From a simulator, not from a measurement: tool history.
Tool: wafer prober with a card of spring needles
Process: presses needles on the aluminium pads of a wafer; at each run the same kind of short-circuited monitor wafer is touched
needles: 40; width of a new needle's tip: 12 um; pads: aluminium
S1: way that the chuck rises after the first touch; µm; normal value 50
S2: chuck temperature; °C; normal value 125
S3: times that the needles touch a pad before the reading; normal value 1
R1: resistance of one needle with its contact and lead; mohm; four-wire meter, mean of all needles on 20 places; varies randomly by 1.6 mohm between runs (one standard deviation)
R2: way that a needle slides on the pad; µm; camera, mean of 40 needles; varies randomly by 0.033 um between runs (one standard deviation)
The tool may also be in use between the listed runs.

run	day	S1	S2	S3	R1	R2
1	0	50	125	1	229	7.23
# day 0.296: tips cleaned on abrasive film
# day 0.525: height of the first contact set anew
# day 0.604: tips cleaned on abrasive film
# day 1.104: card fitted with new needles
# day 1.4: tips cleaned on abrasive film
# day 1.696: tips cleaned on abrasive film
2	1.967	50	125	1	278	7.43
# day 2.042: tips cleaned on abrasive film
# day 2.338: tips cleaned on abrasive film
# day 2.633: tips cleaned on abrasive film
# day 2.929: tips cleaned on abrasive film
# day 3.3: tips cleaned on abrasive film
3	3.483	50	125	1	256	7.39
# day 3.633: tips cleaned on abrasive film
# day 3.929: tips cleaned on abrasive film
# day 4.225: tips cleaned on abrasive film
# day 4.521: tips cleaned on abrasive film
# day 4.817: tips cleaned on abrasive film
# day 5.112: tips cleaned on abrasive film
4	5.4	50	71	1	296	7.29
# day 5.475: tips cleaned on abrasive film
# day 5.771: tips cleaned on abrasive film
# day 6.142: tips cleaned on abrasive film
# day 6.438: tips cleaned on abrasive film
# day 6.733: tips cleaned on abrasive film
# day 6.817: height of the first contact set anew, once more
# day 7.042: tips cleaned on abrasive film
5	7.142	50	71	1	221	7.45
# day 7.367: tips cleaned on abrasive film
# day 7.733: tips cleaned on abrasive film
# day 8.104: tips cleaned on abrasive film
6	8.192	37	125	1	259	5.52
# day 8.412: tips cleaned on abrasive film
# day 8.708: tips cleaned on abrasive film
# day 9.079: tips cleaned on abrasive film
# day 9.375: tips cleaned on abrasive film
# day 9.671: tips cleaned on abrasive film
7	9.883	50	81	1	266	7.34
# day 10.033: tips cleaned on abrasive film
# day 10.329: tips cleaned on abrasive film
# day 10.7: tips cleaned on abrasive film
# day 10.996: tips cleaned on abrasive film
# day 11.292: tips cleaned on abrasive film
8	11.442	50	84	1	252	7.27
# day 11.592: tips cleaned on abrasive film
# day 11.888: tips cleaned on abrasive film
# day 12.183: tips cleaned on abrasive film
# day 12.479: tips cleaned on abrasive film
9	12.583	50	84	1	222	7.21
# day 12.804: tips cleaned on abrasive film
# day 13.1: tips cleaned on abrasive film
# day 13.471: tips cleaned on abrasive film
# day 13.483: height of the first contact set anew
10	13.762	50	84	1	302	7.46
# day 13.842: tips cleaned on abrasive film
# day 14.138: tips cleaned on abrasive film
# day 14.433: tips cleaned on abrasive film
# day 14.729: tips cleaned on abrasive film
# day 15.025: tips cleaned on abrasive film
11	15.208	69	68	1	208	10.24
# day 15.358: tips cleaned on abrasive film
# day 15.654: tips cleaned on abrasive film
# day 15.95: tips cleaned on abrasive film
# day 16.246: tips cleaned on abrasive film
# day 16.617: tips cleaned on abrasive film
# day 16.912: tips cleaned on abrasive film
12	17.012	32	47	1	317	4.63

Run 13, settings as shown, results not yet in. Your forecast:
# day 17.233: tips cleaned on abrasive film
# day 17.529: tips cleaned on abrasive film
# day 17.825: tips cleaned on abrasive film
# day 18.162: tips cleaned on abrasive film
13	18.162	32	47	1	?	?

R1: 188 mohm
R2: 4.6 µm
Without the tool's hidden state the same run would have given R1 155 mohm, R2 4.77 µm.
